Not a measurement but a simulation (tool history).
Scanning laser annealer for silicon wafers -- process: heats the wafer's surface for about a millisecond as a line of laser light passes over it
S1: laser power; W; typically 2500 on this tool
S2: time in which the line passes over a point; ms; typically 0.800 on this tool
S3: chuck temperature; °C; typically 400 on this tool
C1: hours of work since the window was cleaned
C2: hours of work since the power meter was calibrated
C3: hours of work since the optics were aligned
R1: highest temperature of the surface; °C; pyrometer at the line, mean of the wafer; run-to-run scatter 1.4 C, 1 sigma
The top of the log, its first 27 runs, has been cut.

{"run": 28, "hour": 1492.4, "S1": 2191, "S2": 0.834, "S3": 406, "C1": 261, "C2": 1382, "C3": 1071, "R1": 1117}
{"run": 29, "hour": 1532.7, "S1": 2191, "S2": 0.834, "S3": 406, "C1": 283, "C2": 1405, "C3": 1094, "R1": 1115}
{"run": 30, "hour": 1567.3, "S1": 2357, "S2": 0.727, "S3": 368, "C1": 303, "C2": 1424, "C3": 1113, "R1": 1067}
{"run": 31, "hour": 1622.5, "S1": 2357, "S2": 0.727, "S3": 368, "C1": 333, "C2": 1455, "C3": 1144, "R1": 1067}
{"run": 32, "hour": 1694.8, "S1": 2643, "S2": 0.802, "S3": 369, "C1": 374, "C2": 1495, "C3": 1184, "R1": 1189}
{"run": 33, "hour": 1727.5, "S1": 2186, "S2": 0.802, "S3": 435, "C1": 392, "C2": 1513, "C3": 1202, "R1": 1124}
{"run": 34, "hour": 1791.9, "S1": 2500, "S2": 0.8, "S3": 384, "C1": 428, "C2": 1549, "C3": 1238, "R1": 1161}
{"run": 35, "hour": 1840.1, "S1": 2500, "S2": 0.899, "S3": 407, "C1": 455, "C2": 1576, "C3": 1265, "R1": 1239}
{"run": 36, "hour": 1893.4, "S1": 2500, "S2": 0.899, "S3": 407, "C1": 484, "C2": 1606, "C3": 1295, "R1": 1238}
{"run": 37, "hour": 1940.7, "S1": 2500, "S2": 0.899, "S3": 407, "C1": 511, "C2": 1632, "C3": 1321, "R1": 1233}
{"run": 38, "hour": 2014.0, "S1": 2500, "S2": 0.826, "S3": 400, "C1": 552, "C2": 1673, "C3": 1362, "R1": 1188}
{"run": 39, "hour": 2067.8, "S1": 2500, "S2": 0.8, "S3": 382, "C1": 582, "C2": 1703, "C3": 1392, "R1": 1155}

Branching from run 39: 5 alternative next runs. What would each branch give?
{"run": "A", "hour": 2133.7, "S1": 2437, "S2": 0.835, "S3": 383, "C1": 618, "C2": 1740, "C3": 1429, "R1": "?"}
{"run": "B", "hour": 2133.7, "S1": 2248, "S2": 0.8, "S3": 400, "C1": 618, "C2": 1740, "C3": 1429, "R1": "?"}
{"run": "C", "hour": 2133.7, "S1": 2500, "S2": 0.755, "S3": 383, "C1": 618, "C2": 1740, "C3": 1429, "R1": "?"}
{"run": "D", "hour": 2133.7, "S1": 2264, "S2": 0.988, "S3": 393, "C1": 618, "C2": 1740, "C3": 1429, "R1": "?"}
{"run": "E", "hour": 2133.7, "S1": 2167, "S2": 0.866, "S3": 390, "C1": 618, "C2": 1740, "C3": 1429, "R1": "?"}

run=A R1=1161
run=B R1=1103
run=C R1=1133
run=D R1=1191
run=E R1=1099
Without the tool's hidden state the same runs would have given:
run=A R1=1174
run=B R1=1115
run=C R1=1146
run=D R1=1205
run=E R1=1111
